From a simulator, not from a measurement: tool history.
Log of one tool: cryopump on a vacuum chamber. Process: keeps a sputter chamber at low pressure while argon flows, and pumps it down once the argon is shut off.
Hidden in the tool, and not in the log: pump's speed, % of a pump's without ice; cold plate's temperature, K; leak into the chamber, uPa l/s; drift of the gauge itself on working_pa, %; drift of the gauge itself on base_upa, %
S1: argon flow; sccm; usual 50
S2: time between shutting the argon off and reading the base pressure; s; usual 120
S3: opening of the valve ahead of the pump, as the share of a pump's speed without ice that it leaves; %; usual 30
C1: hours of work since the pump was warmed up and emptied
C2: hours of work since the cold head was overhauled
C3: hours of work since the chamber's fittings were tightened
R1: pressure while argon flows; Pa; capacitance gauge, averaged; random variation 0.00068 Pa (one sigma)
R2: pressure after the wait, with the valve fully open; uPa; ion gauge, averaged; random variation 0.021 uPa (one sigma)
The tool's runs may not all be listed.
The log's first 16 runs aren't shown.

run 17 hour=1306.1 | S1=50 S2=120 S3=30 | C1=295 C2=1535 C3=323 | R1=0.1319 R2=0.49
run 18 hour=1409.9 | S1=50 S2=120 S3=30 | C1=345 C2=1585 C3=373 | R1=0.1334 R2=0.54
-- hour=1520.1 pump warmed up, emptied and cooled again
run 19 hour=1520.1 | S1=50 S2=120 S3=30 | C1=0 C2=1636 C3=424 | R1=0.1173 R2=0.46
run 20 hour=1606.6 | S1=82 S2=41 S3=22 | C1=42 C2=1678 C3=466 | R1=0.2637 R2=0.97
run 21 hour=1668.8 | S1=82 S2=41 S3=22 | C1=72 C2=1708 C3=496 | R1=0.2689 R2=0.92
run 22 hour=1745.2 | S1=57 S2=120 S3=30 | C1=109 C2=1745 C3=533 | R1=0.1381 R2=0.50
run 23 hour=1853.2 | S1=57 S2=120 S3=30 | C1=161 C2=1797 C3=585 | R1=0.1416 R2=0.49
run 24 hour=1927.8 | S1=50 S2=25 S3=30 | C1=198 C2=1834 C3=622 | R1=0.1263 R2=1.54
run 25 hour=2035.5 | S1=50 S2=25 S3=30 | C1=250 C2=1886 C3=674 | R1=0.1273 R2=1.50
run 26 hour=2096.8 | S1=29 S2=25 S3=38 | C1=279 C2=1915 C3=703 | R1=0.0608 R2=1.48
run 27 hour=2198.2 | S1=79 S2=173 S3=15 | C1=328 C2=1965 C3=753 | R1=0.3924 R2=0.58
run 28 hour=2245.1 | S1=79 S2=173 S3=15 | C1=351 C2=1987 C3=775 | R1=0.3942 R2=0.56
run 29 hour=2323.9 | S1=82 S2=29 S3=24 | C1=389 C2=2025 C3=813 | R1=0.2708 R2=1.44
-- hour=2340.7 pump warmed up, emptied and cooled again
run 30 hour=2419.6 | S1=50 S2=77 S3=18 | C1=38 C2=2069 C3=857 | R1=0.1985 R2=0.66
run 31 hour=2488.0 | S1=50 S2=77 S3=18 | C1=71 C2=2102 C3=891 | R1=0.1980 R2=0.64
run 32 hour=2578.3 | S1=37 S2=179 S3=30 | C1=115 C2=2146 C3=934 | R1=0.0898 R2=0.48
run 33 hour=2630.3 | S1=37 S2=179 S3=30 | C1=140 C2=2171 C3=959 | R1=0.0917 R2=0.54

Forecast each of these 3 alternatives for the next run:
run A hour=2735.4 | S1=50 S2=40 S3=30 | C1=191 C2=2222 C3=1010 | R1=? R2=?
run B hour=2735.4 | S1=54 S2=28 S3=43 | C1=191 C2=2222 C3=1010 | R1=? R2=?
run C hour=2735.4 | S1=71 S2=24 S3=29 | C1=191 C2=2222 C3=1010 | R1=? R2=?

run=A R1=0.1258 R2=1.09
run=B R1=0.0975 R2=1.42
run=C R1=0.1821 R2=1.57
Without the tool's hidden state the same runs would have given:
run=A R1=0.1170 R2=0.84
run=B R1=0.0881 R2=1.16
run=C R1=0.1697 R2=1.31
